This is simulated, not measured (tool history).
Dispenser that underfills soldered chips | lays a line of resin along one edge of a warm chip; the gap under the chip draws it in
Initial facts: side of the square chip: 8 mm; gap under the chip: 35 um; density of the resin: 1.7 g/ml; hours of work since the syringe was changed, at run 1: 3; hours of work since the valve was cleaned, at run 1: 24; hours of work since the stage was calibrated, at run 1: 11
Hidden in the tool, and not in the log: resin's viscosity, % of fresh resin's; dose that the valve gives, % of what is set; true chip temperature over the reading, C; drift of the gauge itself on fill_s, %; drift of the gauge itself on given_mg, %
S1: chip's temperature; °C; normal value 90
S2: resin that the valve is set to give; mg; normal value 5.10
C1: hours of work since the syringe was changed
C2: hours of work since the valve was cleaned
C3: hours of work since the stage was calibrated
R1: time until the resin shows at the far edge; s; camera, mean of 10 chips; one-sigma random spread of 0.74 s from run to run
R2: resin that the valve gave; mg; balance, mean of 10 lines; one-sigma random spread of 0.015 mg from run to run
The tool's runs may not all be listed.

run 1 hour=0.0 | S1=90 S2=5.10 | C1=3 C2=24 C3=11 | R1=78.2 R2=4.96
run 2 hour=5.0 | S1=90 S2=5.10 | C1=6 C2=27 C3=14 | R1=89.7 R2=4.97
run 3 hour=11.7 | S1=90 S2=5.10 | C1=10 C2=31 C3=18 | R1=108.9 R2=4.94
-- hour=12.6 new syringe of resin
run 4 hour=18.1 | S1=90 S2=5.10 | C1=3 C2=35 C3=22 | R1=78.4 R2=4.91
run 5 hour=23.2 | S1=90 S2=5.10 | C1=6 C2=38 C3=25 | R1=89.2 R2=4.88
run 6 hour=28.2 | S1=90 S2=5.10 | C1=9 C2=41 C3=28 | R1=103.6 R2=4.87
-- hour=30.3 new syringe of resin
run 7 hour=32.5 | S1=90 S2=5.10 | C1=1 C2=43 C3=30 | R1=72.9 R2=4.87
run 8 hour=40.3 | S1=90 S2=5.10 | C1=6 C2=48 C3=35 | R1=89.7 R2=4.84
-- hour=46.1 dispensing valve cleaned and set on the balance
run 9 hour=46.1 | S1=90 S2=5.10 | C1=9 C2=0 C3=38 | R1=102.5 R2=5.10
-- hour=49.0 new syringe of resin
run 10 hour=51.4 | S1=81 S2=5.10 | C1=1 C2=3 C3=41 | R1=107.2 R2=5.09
run 11 hour=57.8 | S1=81 S2=5.10 | C1=5 C2=7 C3=45 | R1=129.1 R2=5.08
run 12 hour=65.1 | S1=81 S2=5.10 | C1=10 C2=11 C3=49 | R1=156.5 R2=5.06
-- hour=66.6 new syringe of resin
run 13 hour=69.3 | S1=81 S2=5.10 | C1=2 C2=14 C3=52 | R1=107.2 R2=5.05
run 14 hour=74.7 | S1=81 S2=5.10 | C1=5 C2=17 C3=55 | R1=123.2 R2=5.03
run 15 hour=78.9 | S1=81 S2=5.10 | C1=7 C2=20 C3=57 | R1=137.7 R2=5.02
-- hour=84.3 new syringe of resin
run 16 hour=86.1 | S1=81 S2=5.10 | C1=1 C2=24 C3=62 | R1=103.6 R2=5.02
run 17 hour=93.1 | S1=90 S2=5.65 | C1=5 C2=28 C3=66 | R1=83.3 R2=5.52
run 18 hour=99.0 | S1=90 S2=5.65 | C1=9 C2=32 C3=69 | R1=100.6 R2=5.50
-- hour=102.0 new syringe of resin
run 19 hour=105.4 | S1=90 S2=4.50 | C1=2 C2=35 C3=73 | R1=79.1 R2=4.38
run 20 hour=111.6 | S1=90 S2=4.50 | C1=6 C2=39 C3=77 | R1=93.8 R2=4.36
run 21 hour=116.3 | S1=96 S2=4.68 | C1=9 C2=42 C3=80 | R1=85.7 R2=4.54
-- hour=119.8 new syringe of resin
run 22 hour=122.5 | S1=96 S2=4.68 | C1=2 C2=45 C3=83 | R1=59.8 R2=4.50
run 23 hour=125.8 | S1=90 S2=4.74 | C1=4 C2=47 C3=85 | R1=83.1 R2=4.55
run 24 hour=130.8 | S1=91 S2=5.44 | C1=7 C2=50 C3=88 | R1=87.8 R2=5.21
-- hour=132.8 dispensing valve cleaned and set on the balance
-- hour=138.6 new syringe of resin
run 25 hour=139.6 | S1=96 S2=5.29 | C1=1 C2=4 C3=93 | R1=55.3 R2=5.25
run 26 hour=146.8 | S1=92 S2=6.49 | C1=5 C2=8 C3=97 | R1=77.5 R2=6.44
run 27 hour=153.3 | S1=97 S2=4.85 | C1=9 C2=12 C3=101 | R1=78.8 R2=4.78
-- hour=156.2 new syringe of resin
run 28 hour=156.8 | S1=104 S2=4.53 | C1=0 C2=14 C3=103 | R1=42.5 R2=4.46
run 29 hour=162.5 | S1=98 S2=6.44 | C1=4 C2=18 C3=107 | R1=57.0 R2=6.30
run 30 hour=165.7 | S1=85 S2=5.04 | C1=6 C2=20 C3=109 | R1=112.6 R2=4.92
run 31 hour=172.9 | S1=85 S2=5.04 | C1=10 C2=24 C3=113 | R1=135.7 R2=4.91
-- hour=173.8 new syringe of resin
run 32 hour=176.4 | S1=75 S2=6.23 | C1=2 C2=26 C3=115 | R1=131.7 R2=6.05
run 33 hour=181.4 | S1=75 S2=6.23 | C1=5 C2=29 C3=118 | R1=154.9 R2=6.03
run 34 hour=186.4 | S1=75 S2=6.23 | C1=8 C2=32 C3=121 | R1=179.4 R2=6.01
-- hour=191.6 new syringe of resin
run 35 hour=193.9 | S1=91 S2=6.23 | C1=1 C2=36 C3=125 | R1=68.8 R2=6.04
run 36 hour=200.8 | S1=79 S2=4.53 | C1=6 C2=41 C3=129 | R1=150.5 R2=4.32

3 options for the next run, each taken on its own from the tool as it stands now. Forecast them:
run A hour=206.2 | S1=90 S2=6.03 | C1=9 C2=44 C3=133 | R1=? R2=?
run B hour=206.2 | S1=104 S2=5.98 | C1=9 C2=44 C3=133 | R1=? R2=?
run C hour=206.2 | S1=86 S2=5.75 | C1=9 C2=44 C3=133 | R1=? R2=?

run=A R1=100.3 R2=5.74
run=B R1=58.0 R2=5.69
run=C R1=122.2 R2=5.50
Without the tool's hidden state the same runs would have given:
run=A R1=64.8 R2=6.01
run=B R1=37.3 R2=5.96
run=C R1=78.5 R2=5.75
